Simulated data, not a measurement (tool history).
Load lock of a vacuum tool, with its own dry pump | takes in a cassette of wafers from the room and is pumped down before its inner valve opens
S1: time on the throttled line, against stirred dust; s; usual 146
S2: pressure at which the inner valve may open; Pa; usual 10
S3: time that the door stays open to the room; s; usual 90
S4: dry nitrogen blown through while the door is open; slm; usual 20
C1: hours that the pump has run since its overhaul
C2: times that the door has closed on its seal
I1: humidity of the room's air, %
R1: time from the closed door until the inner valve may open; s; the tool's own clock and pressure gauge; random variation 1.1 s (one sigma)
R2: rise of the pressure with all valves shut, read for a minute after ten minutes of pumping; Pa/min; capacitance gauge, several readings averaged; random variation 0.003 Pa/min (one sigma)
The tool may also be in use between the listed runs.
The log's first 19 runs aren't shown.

run     hour   S1  S2   S3  S4     C1     C2    I1     R1     R2
 20   7481.2   91  10   58   8  12396  37332  46.3  201.8  0.338
 21   8090.3   91  10   25  31  13005  38639  46.9  202.8  0.331
 22   8459.1  146  15   90  17  13374  39431  46.2  239.1  0.369
 23   8733.0   75  15   90  17  13648  40019  44.5  183.4  0.367
 24   9027.4   75  15   90  17  13943  40651  45.4  186.0  0.385
 25   9512.6  137  10   30  23  14428  41692  46.0  240.5  0.383
 26  10106.8  146  10  111   4  15022  42968  42.2  245.6  0.449
 27  10699.4  146  10  232   6  15614  44240  43.2  248.9  0.500
 28  11100.4  146  10  232   6  16016  45101  46.5  248.8  0.523
 29  11499.3  146   7  232  37  16414  45957  46.7  255.2  0.463
 30  11839.2  113   7   51  37  16754  46687  48.6  233.1  0.450
 31  12334.2  113   7   51  37  17249  47749  45.5  233.3  0.472
 32  12724.3  113   7   98  25  17639  48587  43.3  233.8  0.507
 33  13069.7  150   7  230  25  17985  49328  44.9  259.7  0.520
     13444.6  -- door's seal changed, seat wiped
 34  13671.4  263  10   90  39  18585    487  46.2  338.8  0.025
     14243.9  -- dry pump taken out, an overhauled one fitted
 35  14274.8  263  10   90  39     31   1770  48.2  318.5  0.023
 36  14677.3  144  11  128  13    433   2634  46.6  225.4  0.058

3 ways to go on from here, each from the tool as it stands after run 36. What would each give?
  A  15131.8  146  18  128  23  888  3609  48.3   ?   ?
  B  15131.8  146  13   90   5  888  3609  40.3   ?   ?
  C  15131.8  146  10   90   8  888  3609  44.6   ?   ?

run     R1     R2
  A  221.5  0.049
  B  224.6  0.064
  C  228.5  0.063
Without the tool's hidden state the same runs would have given:
run     R1     R2
  A  220.1  0.036
  B  223.1  0.051
  C  226.7  0.050
